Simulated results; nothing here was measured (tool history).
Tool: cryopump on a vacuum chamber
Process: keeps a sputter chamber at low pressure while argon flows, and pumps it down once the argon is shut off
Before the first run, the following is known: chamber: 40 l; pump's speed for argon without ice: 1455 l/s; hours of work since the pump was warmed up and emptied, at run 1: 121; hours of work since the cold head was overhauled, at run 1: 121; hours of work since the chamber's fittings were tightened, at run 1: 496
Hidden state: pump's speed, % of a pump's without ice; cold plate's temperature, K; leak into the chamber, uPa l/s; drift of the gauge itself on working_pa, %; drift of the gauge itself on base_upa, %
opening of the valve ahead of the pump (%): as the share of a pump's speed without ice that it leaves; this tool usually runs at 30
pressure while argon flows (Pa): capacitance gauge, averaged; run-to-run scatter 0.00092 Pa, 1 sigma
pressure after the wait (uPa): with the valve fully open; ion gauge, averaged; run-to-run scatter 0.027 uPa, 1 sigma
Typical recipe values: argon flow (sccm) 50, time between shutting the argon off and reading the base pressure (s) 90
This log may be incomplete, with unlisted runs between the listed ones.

run,hour,argon flow (sccm),time between shutting the argon off and reading the base pressure (s),opening of the valve ahead of the pump (%),hours of work since the pump was warmed up and emptied,hours of work since the cold head was overhauled,hours of work since the chamber's fittings were tightened,pressure while argon flows (Pa),pressure after the wait (uPa)
1,0.0,50,90,30,121,121,496,0.1975,1.59
2,39.3,50,140,30,155,155,529,0.2001,1.27
3,68.7,50,90,44,180,180,555,0.1363,1.62
4,118.2,50,90,44,223,223,597,0.1363,1.71
5,170.4,50,90,30,268,268,643,0.1996,1.68
6,219.9,50,90,30,311,311,685,0.2024,1.69
7,268.3,50,90,30,353,353,727,0.2019,1.81
8,308.6,50,90,30,387,387,762,0.2036,1.82
9,357.8,50,90,30,430,430,804,0.2039,1.83
10,393.4,50,90,30,461,461,835,0.2043,1.93
11,442.1,50,90,30,503,503,877,0.2070,1.93
12,495.6,50,90,30,549,549,923,0.2064,2.03
13,536.1,50,90,30,584,584,958,0.2087,2.02
14,572.9,50,90,52,615,615,990,0.1275,2.11
15,616.6,50,90,52,653,653,1028,0.1285,2.20
# hour 629.2: pump warmed up, emptied and cooled again
16,647.3,21,90,52,16,675,1050,0.0480,1.91
17,673.3,21,78,52,38,698,1072,0.0473,2.09
18,712.1,76,54,23,72,731,1106,0.3858,2.54
19,754.7,76,54,23,108,768,1142,0.3887,2.60
20,808.7,28,45,48,155,815,1189,0.0709,3.07
21,848.3,28,45,48,189,849,1223,0.0705,3.03
22,884.2,28,45,48,220,880,1254,0.0703,3.15
23,939.7,50,40,29,268,927,1302,0.2068,3.38
24,982.1,50,40,33,304,964,1339,0.1825,3.39
25,1012.3,29,55,30,331,990,1365,0.1166,2.90
26,1043.3,29,90,30,357,1017,1391,0.1169,2.34
27,1086.4,50,23,37,394,1054,1428,0.1673,5.18
28,1136.6,96,101,30,438,1097,1472,0.3951,2.28
29,1183.8,96,101,30,479,1138,1513,0.3939,2.32
30,1215.6,35,46,30,506,1166,1540,0.1447,3.44
31,1241.4,66,293,39,528,1188,1562,0.2145,1.84
32,1275.4,50,22,39,558,1217,1592,0.1632,5.58
33,1324.2,50,22,39,600,1259,1634,0.1647,5.70
34,1360.9,50,175,39,631,1291,1665,0.1673,2.22

Entry by entry between the runs, the difference in hidden state between the last listed run before and the first listed run after:
In the gap between runs 15 and 16: pump warmed up, emptied and cooled again (hour 629.2)
  pump's speed, % of a pump's without ice: 77.9 -> 98.9; cold plate's temperature, K: 12.41 -> 12.42; leak into the chamber, uPa l/s: 1289 -> 1312
  the result without the hidden state subtracted from the measured one, pressure while argon flows (Pa): +0.0171 -> +0.0005; pressure after the wait (uPa): +0.96 -> +0.70
